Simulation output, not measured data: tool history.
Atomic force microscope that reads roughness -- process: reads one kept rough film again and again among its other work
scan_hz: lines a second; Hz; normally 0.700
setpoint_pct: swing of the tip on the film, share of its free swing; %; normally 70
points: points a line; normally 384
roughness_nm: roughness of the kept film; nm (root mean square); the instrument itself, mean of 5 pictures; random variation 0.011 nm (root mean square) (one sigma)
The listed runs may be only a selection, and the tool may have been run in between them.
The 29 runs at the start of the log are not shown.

run,hour,scan_hz,setpoint_pct,points,pictures with this tip,hours of work since the height scale was calibrated,roughness_nm
30,713.8,2.625,79,783,112,537,2.145
# hour 737.1: new tip fitted
31,738.4,2.625,79,783,3,551,2.202
32,759.6,0.938,59,526,45,564,2.518
33,789.1,0.938,71,364,103,581,2.415
# hour 791.6: height scale calibrated on a step standard
# hour 818.4: new tip fitted
34,821.2,1.430,63,616,6,17,2.495
35,842.9,1.430,63,616,48,30,2.488
36,866.8,1.430,63,616,96,44,2.436
# hour 880.8: height scale calibrated on a step standard, once more
37,887.3,0.871,72,717,134,4,2.437
# hour 898.2: new tip fitted
38,914.8,0.699,75,884,33,20,2.481
39,931.5,0.780,58,766,66,30,2.536
40,950.4,0.780,58,766,103,41,2.496
# hour 978.4: new tip fitted
41,982.3,0.780,58,766,8,59,2.555
42,1014.2,0.780,58,766,71,78,2.529
43,1028.8,0.540,58,367,100,87,2.520
# hour 1058.8: new tip fitted
44,1061.2,0.540,58,367,5,106,2.560
45,1085.8,0.540,77,997,54,120,2.509
46,1118.4,0.540,77,997,118,139,2.471
47,1136.8,0.598,88,951,154,150,2.364
# hour 1138.9: new tip fitted
48,1162.7,1.678,66,384,46,165,2.430
49,1180.2,2.386,59,384,81,176,2.412
50,1197.1,2.386,59,384,115,186,2.400
# hour 1218.1: new tip fitted
51,1221.0,0.523,59,256,6,199,2.534
52,1236.9,0.523,76,466,37,209,2.492

Predict each of these 4 candidate next runs independently; none follows another, all start after run 52:
A,1256.3,1.218,89,466,75,220,?
B,1256.3,1.993,67,597,75,220,?
C,1256.3,0.523,76,534,75,220,?
D,1256.3,0.799,70,364,75,220,?

run,roughness_nm
A,2.254
B,2.401
C,2.468
D,2.463
Without the tool's unlogged condition, the same runs would have read:
run,roughness_nm
A,2.292
B,2.442
C,2.510
D,2.505
